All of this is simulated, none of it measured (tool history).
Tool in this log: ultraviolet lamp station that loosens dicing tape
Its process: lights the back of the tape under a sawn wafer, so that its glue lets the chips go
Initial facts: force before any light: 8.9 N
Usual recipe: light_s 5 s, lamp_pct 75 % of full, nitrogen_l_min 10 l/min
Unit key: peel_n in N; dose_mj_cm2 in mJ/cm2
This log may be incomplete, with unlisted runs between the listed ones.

{"run": 1, "hour": 0.0, "light_s": 5, "lamp_pct": 75, "nitrogen_l_min": 10, "peel_n": 1.948, "dose_mj_cm2": 332}
{"run": 2, "hour": 51.1, "light_s": 5, "lamp_pct": 75, "nitrogen_l_min": 10, "peel_n": 1.852, "dose_mj_cm2": 333}
{"run": 3, "hour": 95.3, "light_s": 5, "lamp_pct": 66, "nitrogen_l_min": 10, "peel_n": 2.318, "dose_mj_cm2": 289}
{"hour": 132.4, "done": "lamp changed"}
{"run": 4, "hour": 169.5, "light_s": 5, "lamp_pct": 66, "nitrogen_l_min": 10, "peel_n": 1.735, "dose_mj_cm2": 352}
{"run": 5, "hour": 236.3, "light_s": 6, "lamp_pct": 75, "nitrogen_l_min": 10, "peel_n": 1.029, "dose_mj_cm2": 483}
{"run": 6, "hour": 287.3, "light_s": 6, "lamp_pct": 75, "nitrogen_l_min": 10, "peel_n": 1.018, "dose_mj_cm2": 477}
{"run": 7, "hour": 321.7, "light_s": 6, "lamp_pct": 75, "nitrogen_l_min": 4, "peel_n": 1.746, "dose_mj_cm2": 473}
{"hour": 339.3, "done": "window cleaned of glue's vapour"}
{"run": 8, "hour": 362.6, "light_s": 5, "lamp_pct": 75, "nitrogen_l_min": 10, "peel_n": 1.112, "dose_mj_cm2": 463}
{"run": 9, "hour": 416.1, "light_s": 5, "lamp_pct": 89, "nitrogen_l_min": 10, "peel_n": 0.8, "dose_mj_cm2": 542}
{"run": 10, "hour": 453.0, "light_s": 5, "lamp_pct": 89, "nitrogen_l_min": 10, "peel_n": 0.808, "dose_mj_cm2": 539}
{"run": 11, "hour": 525.0, "light_s": 2, "lamp_pct": 75, "nitrogen_l_min": 10, "peel_n": 3.847, "dose_mj_cm2": 179}
{"run": 12, "hour": 595.6, "light_s": 5, "lamp_pct": 75, "nitrogen_l_min": 10, "peel_n": 1.206, "dose_mj_cm2": 442}
{"run": 13, "hour": 631.7, "light_s": 7, "lamp_pct": 78, "nitrogen_l_min": 3, "peel_n": 1.215, "dose_mj_cm2": 644}
{"run": 14, "hour": 705.8, "light_s": 3, "lamp_pct": 88, "nitrogen_l_min": 4, "peel_n": 3.156, "dose_mj_cm2": 302}
{"run": 15, "hour": 775.7, "light_s": 7, "lamp_pct": 65, "nitrogen_l_min": 10, "peel_n": 0.879, "dose_mj_cm2": 519}
{"run": 16, "hour": 835.6, "light_s": 7, "lamp_pct": 65, "nitrogen_l_min": 10, "peel_n": 0.878, "dose_mj_cm2": 502}
{"run": 17, "hour": 908.2, "light_s": 10, "lamp_pct": 75, "nitrogen_l_min": 7, "peel_n": 0.377, "dose_mj_cm2": 832}
{"run": 18, "hour": 950.1, "light_s": 2, "lamp_pct": 70, "nitrogen_l_min": 4, "peel_n": 5.132, "dose_mj_cm2": 153}
{"run": 19, "hour": 985.8, "light_s": 5, "lamp_pct": 68, "nitrogen_l_min": 11, "peel_n": 1.552, "dose_mj_cm2": 370}
{"run": 20, "hour": 1050.8, "light_s": 5, "lamp_pct": 68, "nitrogen_l_min": 11, "peel_n": 1.589, "dose_mj_cm2": 360}
{"run": 21, "hour": 1126.0, "light_s": 3, "lamp_pct": 75, "nitrogen_l_min": 10, "peel_n": 2.971, "dose_mj_cm2": 231}
{"run": 22, "hour": 1185.5, "light_s": 5, "lamp_pct": 75, "nitrogen_l_min": 17, "peel_n": 1.151, "dose_mj_cm2": 392}
{"run": 23, "hour": 1257.8, "light_s": 5, "lamp_pct": 61, "nitrogen_l_min": 9, "peel_n": 2.229, "dose_mj_cm2": 316}
{"run": 24, "hour": 1293.3, "light_s": 3, "lamp_pct": 63, "nitrogen_l_min": 5, "peel_n": 4.432, "dose_mj_cm2": 191}

Forecast each of these 3 alternatives for the next run:
{"run": "A", "hour": 1359.9, "light_s": 3, "lamp_pct": 63, "nitrogen_l_min": 4, "peel_n": "?", "dose_mj_cm2": "?"}
{"run": "B", "hour": 1359.9, "light_s": 10, "lamp_pct": 74, "nitrogen_l_min": 6, "peel_n": "?", "dose_mj_cm2": "?"}
{"run": "C", "hour": 1359.9, "light_s": 3, "lamp_pct": 75, "nitrogen_l_min": 10, "peel_n": "?", "dose_mj_cm2": "?"}

run=A peel_n=4.582 dose_mj_cm2=190
run=B peel_n=0.540 dose_mj_cm2=746
run=C peel_n=3.084 dose_mj_cm2=223
The same runs, with their run-to-run variation unchanged, on a tool lacking any hidden condition would have given:
run=A peel_n=3.831 dose_mj_cm2=242
run=B peel_n=0.299 dose_mj_cm2=951
run=C peel_n=2.326 dose_mj_cm2=285
